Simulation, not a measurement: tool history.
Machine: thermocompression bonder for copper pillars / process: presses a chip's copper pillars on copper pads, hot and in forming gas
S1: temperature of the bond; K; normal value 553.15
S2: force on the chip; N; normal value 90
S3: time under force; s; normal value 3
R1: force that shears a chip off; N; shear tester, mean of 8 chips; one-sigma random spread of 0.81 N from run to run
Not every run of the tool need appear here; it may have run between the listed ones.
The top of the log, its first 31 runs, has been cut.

run 32 day=51.075 | S1=553.15 S2=116 S3=3 | R1=83.5
run 33 day=53.212 | S1=549.15 S2=91 S3=3 | R1=65
run 34 day=55.017 | S1=549.15 S2=66 S3=3 | R1=45.8
run 35 day=56.962 | S1=559.15 S2=67 S3=2 | R1=44.1
run 36 day=58.504 | S1=559.15 S2=67 S3=2 | R1=42.9
-- day=59.479 forming gas filter changed
run 37 day=60.404 | S1=553.15 S2=90 S3=4 | R1=76
run 38 day=62.304 | S1=532.15 S2=92 S3=9 | R1=86
run 39 day=63.304 | S1=527.15 S2=65 S3=2 | R1=32.3

Branching from run 39: 4 alternative next runs. What would each branch give?
run A day=65.558 | S1=565.15 S2=90 S3=2 | R1=?
run B day=65.558 | S1=553.15 S2=83 S3=3 | R1=?
run C day=65.558 | S1=553.15 S2=114 S3=2 | R1=?
run D day=65.558 | S1=567.15 S2=77 S3=5 | R1=?

run=A R1=67.2
run=B R1=64.8
run=C R1=76.8
run=D R1=78.5
Had the tool no hidden state, the same runs would have come out as:
run=A R1=61.3
run=B R1=58.7
run=C R1=70.3
run=D R1=72.3
